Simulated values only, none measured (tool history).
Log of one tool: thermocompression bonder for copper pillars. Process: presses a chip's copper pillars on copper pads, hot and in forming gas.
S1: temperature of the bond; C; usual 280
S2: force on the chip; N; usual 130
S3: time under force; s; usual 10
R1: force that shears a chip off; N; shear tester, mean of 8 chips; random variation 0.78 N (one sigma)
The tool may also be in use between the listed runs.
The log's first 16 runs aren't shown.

{"run": 17, "hour": 120.9, "S1": 280, "S2": 130, "S3": 10, "R1": 50.7}
{"run": 18, "hour": 131.1, "S1": 280, "S2": 130, "S3": 11, "R1": 52.6}
{"run": 19, "hour": 140.9, "S1": 280, "S2": 130, "S3": 6, "R1": 43.6}
{"run": 20, "hour": 146.5, "S1": 280, "S2": 130, "S3": 6, "R1": 40.7}
{"run": 21, "hour": 155.1, "S1": 280, "S2": 130, "S3": 6, "R1": 41.6}
{"run": 22, "hour": 162.7, "S1": 280, "S2": 130, "S3": 6, "R1": 41.7}
{"run": 23, "hour": 167.3, "S1": 258, "S2": 119, "S3": 19, "R1": 47.6}
{"run": 24, "hour": 172.9, "S1": 309, "S2": 79, "S3": 24, "R1": 56.7}
{"run": 25, "hour": 177.3, "S1": 280, "S2": 176, "S3": 12, "R1": 71.8}
{"run": 26, "hour": 186.4, "S1": 284, "S2": 129, "S3": 7, "R1": 45.9}
{"run": 27, "hour": 194.8, "S1": 284, "S2": 82, "S3": 7, "R1": 27.8}
{"run": 28, "hour": 199.5, "S1": 284, "S2": 82, "S3": 9, "R1": 30.6}
{"run": 29, "hour": 207.9, "S1": 284, "S2": 90, "S3": 5, "R1": 26.2}
{"run": 30, "hour": 212.8, "S1": 280, "S2": 171, "S3": 10, "R1": 65.0}
{"run": 31, "hour": 217.0, "S1": 280, "S2": 135, "S3": 5, "R1": 39.1}
{"run": 32, "hour": 227.0, "S1": 280, "S2": 92, "S3": 11, "R1": 36.7}
{"run": 33, "hour": 231.4, "S1": 280, "S2": 92, "S3": 11, "R1": 36.4}
{"run": 34, "hour": 241.2, "S1": 280, "S2": 175, "S3": 16, "R1": 77.1}
{"run": 35, "hour": 249.2, "S1": 280, "S2": 92, "S3": 29, "R1": 53.8}
{"run": 36, "hour": 259.3, "S1": 288, "S2": 129, "S3": 11, "R1": 56.5}
{"run": 37, "hour": 267.8, "S1": 279, "S2": 129, "S3": 27, "R1": 69.3}
{"run": 38, "hour": 276.5, "S1": 279, "S2": 129, "S3": 27, "R1": 70.6}
{"run": 39, "hour": 281.2, "S1": 279, "S2": 186, "S3": 27, "R1": 92.3}

Forecast each of these 5 alternatives for the next run:
{"run": "A", "hour": 289.0, "S1": 253, "S2": 186, "S3": 7, "R1": "?"}
{"run": "B", "hour": 289.0, "S1": 269, "S2": 166, "S3": 22, "R1": "?"}
{"run": "C", "hour": 289.0, "S1": 280, "S2": 130, "S3": 23, "R1": "?"}
{"run": "D", "hour": 289.0, "S1": 279, "S2": 106, "S3": 10, "R1": "?"}
{"run": "E", "hour": 289.0, "S1": 272, "S2": 88, "S3": 12, "R1": "?"}

run=A R1=44.4
run=B R1=74.1
run=C R1=67.5
run=D R1=39.3
run=E R1=33.3
Without the tool's hidden state the same runs would have given:
run=A R1=54.5
run=B R1=89.1
run=C R1=81.1
run=D R1=48.0
run=E R1=40.8
